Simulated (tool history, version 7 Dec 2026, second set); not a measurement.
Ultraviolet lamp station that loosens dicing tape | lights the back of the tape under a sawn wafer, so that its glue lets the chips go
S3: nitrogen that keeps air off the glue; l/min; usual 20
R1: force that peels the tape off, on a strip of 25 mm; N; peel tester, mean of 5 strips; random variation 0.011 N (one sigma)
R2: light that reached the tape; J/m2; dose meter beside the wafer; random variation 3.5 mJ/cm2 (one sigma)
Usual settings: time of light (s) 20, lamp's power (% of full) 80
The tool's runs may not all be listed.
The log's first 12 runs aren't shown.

run 13 hour=170.8 | time_of_light_(s)=20 lamp's_power_(%_of_full)=62 S3=20 | R1=1.008 R2=4170
run 14 hour=179.5 | time_of_light_(s)=20 lamp's_power_(%_of_full)=80 S3=20 | R1=0.609 R2=5270
run 15 hour=197.9 | time_of_light_(s)=36 lamp's_power_(%_of_full)=80 S3=20 | R1=0.215 R2=9470
run 16 hour=211.3 | time_of_light_(s)=36 lamp's_power_(%_of_full)=80 S3=20 | R1=0.217 R2=9370
run 17 hour=224.6 | time_of_light_(s)=36 lamp's_power_(%_of_full)=80 S3=20 | R1=0.216 R2=9390
run 18 hour=242.5 | time_of_light_(s)=36 lamp's_power_(%_of_full)=80 S3=20 | R1=0.222 R2=9380
run 19 hour=253.2 | time_of_light_(s)=36 lamp's_power_(%_of_full)=80 S3=20 | R1=0.221 R2=9280
-- hour=254.9 window cleaned of glue's vapour
run 20 hour=267.3 | time_of_light_(s)=18 lamp's_power_(%_of_full)=80 S3=21 | R1=0.740 R2=4570
run 21 hour=277.1 | time_of_light_(s)=37 lamp's_power_(%_of_full)=90 S3=30 | R1=0.182 R2=10500
run 22 hour=295.5 | time_of_light_(s)=37 lamp's_power_(%_of_full)=90 S3=30 | R1=0.190 R2=10540
-- hour=306.6 window cleaned of glue's vapour, once more
run 23 hour=311.5 | time_of_light_(s)=23 lamp's_power_(%_of_full)=96 S3=9 | R1=0.500 R2=7450
run 24 hour=330.9 | time_of_light_(s)=35 lamp's_power_(%_of_full)=96 S3=18 | R1=0.192 R2=11370
run 25 hour=348.7 | time_of_light_(s)=25 lamp's_power_(%_of_full)=77 S3=39 | R1=0.279 R2=6410
run 26 hour=366.5 | time_of_light_(s)=16 lamp's_power_(%_of_full)=83 S3=8 | R1=1.675 R2=4380
run 27 hour=378.0 | time_of_light_(s)=20 lamp's_power_(%_of_full)=92 S3=20 | R1=0.441 R2=6010
run 28 hour=389.9 | time_of_light_(s)=10 lamp's_power_(%_of_full)=73 S3=22 | R1=2.556 R2=2440
run 29 hour=409.2 | time_of_light_(s)=26 lamp's_power_(%_of_full)=80 S3=27 | R1=0.277 R2=6780
run 30 hour=429.4 | time_of_light_(s)=15 lamp's_power_(%_of_full)=77 S3=16 | R1=1.445 R2=3790
run 31 hour=444.2 | time_of_light_(s)=15 lamp's_power_(%_of_full)=77 S3=16 | R1=1.437 R2=3750
run 32 hour=461.8 | time_of_light_(s)=15 lamp's_power_(%_of_full)=77 S3=11 | R1=1.769 R2=3700
run 33 hour=481.2 | time_of_light_(s)=15 lamp's_power_(%_of_full)=98 S3=7 | R1=1.604 R2=4740
run 34 hour=496.3 | time_of_light_(s)=20 lamp's_power_(%_of_full)=67 S3=11 | R1=1.461 R2=4290
run 35 hour=508.5 | time_of_light_(s)=35 lamp's_power_(%_of_full)=67 S3=20 | R1=0.286 R2=7420
run 36 hour=522.6 | time_of_light_(s)=35 lamp's_power_(%_of_full)=67 S3=20 | R1=0.288 R2=7440

Forecast each of these 4 alternatives for the next run:
run A hour=543.6 | time_of_light_(s)=17 lamp's_power_(%_of_full)=80 S3=21 | R1=? R2=?
run B hour=543.6 | time_of_light_(s)=35 lamp's_power_(%_of_full)=67 S3=7 | R1=? R2=?
run C hour=543.6 | time_of_light_(s)=36 lamp's_power_(%_of_full)=90 S3=20 | R1=? R2=?
run D hour=543.6 | time_of_light_(s)=11 lamp's_power_(%_of_full)=81 S3=24 | R1=? R2=?

run=A R1=0.885 R2=4240
run=B R1=0.636 R2=7440
run=C R1=0.202 R2=10180
run=D R1=1.907 R2=2760
Without the tool's hidden state the same runs would have given:
run=A R1=0.638 R2=4920
run=B R1=0.457 R2=8630
run=C R1=0.190 R2=11810
run=D R1=1.473 R2=3210

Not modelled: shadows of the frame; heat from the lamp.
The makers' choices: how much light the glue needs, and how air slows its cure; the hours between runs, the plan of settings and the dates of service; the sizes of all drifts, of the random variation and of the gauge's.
